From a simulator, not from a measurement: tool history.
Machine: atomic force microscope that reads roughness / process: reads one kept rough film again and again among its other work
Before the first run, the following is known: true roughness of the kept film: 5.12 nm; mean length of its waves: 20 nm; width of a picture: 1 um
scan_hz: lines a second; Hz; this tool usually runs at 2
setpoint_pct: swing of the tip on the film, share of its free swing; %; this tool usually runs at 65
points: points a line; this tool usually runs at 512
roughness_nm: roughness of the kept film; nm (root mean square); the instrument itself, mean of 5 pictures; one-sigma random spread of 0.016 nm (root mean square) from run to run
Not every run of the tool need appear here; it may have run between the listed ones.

run,hour,scan_hz,setpoint_pct,points,roughness_nm
1,0,2,65,512,3.731
# hour 19: new tip fitted
2,44.6,2,65,434,3.788
3,87,2,65,434,3.796
4,143,2,65,434,3.794
5,200.7,2,65,434,3.724
6,277.2,2,65,434,3.77
# hour 317.3: new tip fitted
7,324.9,2,68,512,3.714
8,361.9,0.61,65,512,3.974
9,434.9,2,65,512,3.794
10,497.4,2,56,512,3.895
11,557.5,2,65,512,3.778
12,590,2,65,731,3.804
# hour 614.2: new tip fitted
13,648.6,2,65,344,3.759
14,705.5,2,65,512,3.794
15,768,2.87,65,512,3.671
16,846.2,2.87,65,512,3.656
17,880.9,1.45,81,990,3.63
# hour 912.6: new tip fitted
18,943.2,1.45,81,990,3.609
19,978.2,1.45,81,990,3.626
20,1030.8,2.99,61,283,3.653
21,1074.8,2.99,61,283,3.645

Predict the results of run 22:
22,1130.8,1.99,61,283,?

roughness_nm: 3.785 nm (root mean square)
With no hidden state in the tool, this same run would have given roughness_nm 3.799 nm (root mean square).

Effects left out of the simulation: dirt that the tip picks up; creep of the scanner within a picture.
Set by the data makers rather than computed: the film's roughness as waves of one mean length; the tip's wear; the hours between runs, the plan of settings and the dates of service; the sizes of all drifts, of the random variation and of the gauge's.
